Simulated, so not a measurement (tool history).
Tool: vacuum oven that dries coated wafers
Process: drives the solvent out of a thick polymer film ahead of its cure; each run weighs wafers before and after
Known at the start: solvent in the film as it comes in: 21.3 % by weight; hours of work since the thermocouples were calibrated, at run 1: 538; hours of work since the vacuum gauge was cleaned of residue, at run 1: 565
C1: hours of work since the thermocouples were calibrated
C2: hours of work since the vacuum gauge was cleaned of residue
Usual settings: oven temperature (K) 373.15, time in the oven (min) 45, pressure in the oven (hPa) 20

Run 1, hour 0.0: usual settings; C1 538; C2 565. Result: solvent left in the film (%) 3.25.
Run 2, hour 15.3: usual settings; C1 548; C2 575. Result: solvent left in the film (%) 3.21.
Run 3, hour 36.9: usual settings; C1 562; C2 589. Result: solvent left in the film (%) 3.34.
Run 4, hour 53.3: usual settings but pressure in the oven (hPa) 15; C1 572; C2 599. Result: solvent left in the film (%) 2.78.
Run 5, hour 78.1: usual settings but pressure in the oven (hPa) 15; C1 588; C2 615. Result: solvent left in the film (%) 2.81.
Run 6, hour 92.8: usual settings but pressure in the oven (hPa) 15; C1 598; C2 625. Result: solvent left in the film (%) 2.76.
Run 7, hour 107.3: usual settings but pressure in the oven (hPa) 15; C1 607; C2 634. Result: solvent left in the film (%) 2.72.

The next listed run, before its measurement:
Run 8, hour 131.4: usual settings but pressure in the oven (hPa) 15; C1 623; C2 650. Result: solvent left in the film (%) ?.

Run 8 gave solvent left in the film (%) 2.76.
Without the tool's hidden state the same run would have given solvent left in the film (%) 2.39.

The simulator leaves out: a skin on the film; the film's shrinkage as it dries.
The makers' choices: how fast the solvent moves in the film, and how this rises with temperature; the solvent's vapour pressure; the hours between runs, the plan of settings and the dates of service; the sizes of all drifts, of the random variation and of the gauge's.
